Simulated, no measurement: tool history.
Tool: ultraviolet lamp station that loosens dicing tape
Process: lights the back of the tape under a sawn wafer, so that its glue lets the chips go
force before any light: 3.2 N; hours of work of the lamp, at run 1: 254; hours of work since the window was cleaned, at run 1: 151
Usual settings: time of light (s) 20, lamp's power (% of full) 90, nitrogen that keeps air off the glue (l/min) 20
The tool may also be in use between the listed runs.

| run | hour | time of light (s) | lamp's power (% of full) | nitrogen that keeps air off the glue (l/min) | hours of work of the lamp | hours of work since the window was cleaned | force that peels the tape off (N) | light that reached the tape (J/m2) |
|---|---|---|---|---|---|---|---|---|
| 1 | 0 | 20 | 90 | 20 | 254 | 151 | 0.507 | 4520 |
| 2 | 11.3 | 20 | 90 | 20 | 260 | 156 | 0.511 | 4500 |
| 3 | 30.8 | 20 | 90 | 20 | 268 | 164 | 0.482 | 4450 |
| 4 | 40.6 | 20 | 79 | 20 | 273 | 169 | 0.607 | 3950 |
| 5 | 58.3 | 20 | 79 | 20 | 281 | 177 | 0.615 | 3930 |
| 6 | 71.4 | 20 | 79 | 20 | 287 | 183 | 0.574 | 3860 |
| 7 | 80.4 | 24 | 65 | 17 | 291 | 187 | 0.647 | 3790 |
| 8 | 91.2 | 11 | 92 | 37 | 296 | 192 | 0.81 | 2490 |
| 9 | 110.7 | 21 | 99 | 37 | 305 | 201 | 0.305 | 5130 |
| 10 | 122 | 21 | 99 | 37 | 310 | 206 | 0.333 | 5100 |
| 11 | 138.5 | 34 | 99 | 23 | 317 | 213 | 0.241 | 8210 |

Hidden state or all else? Some run-to-run changes of force that peels the tape off (N), split into what the settings, what came in and random variation would give without the hidden state, and what is left for the hidden state (with any gauge scatter that isn't in both results):
The hidden state here: lamp's light, % of a new lamp's; light that the window lets through, % of a clean one's; drift of the gauge itself on peel_n, %; drift of the gauge itself on dose_mj_cm2, %.
Run 8 -> 9: time of light (s) 11 -> 21, lamp's power (% of full) 92 -> 99. force that peels the tape off (N) -0.505: hidden state -0.05, all else -0.455.
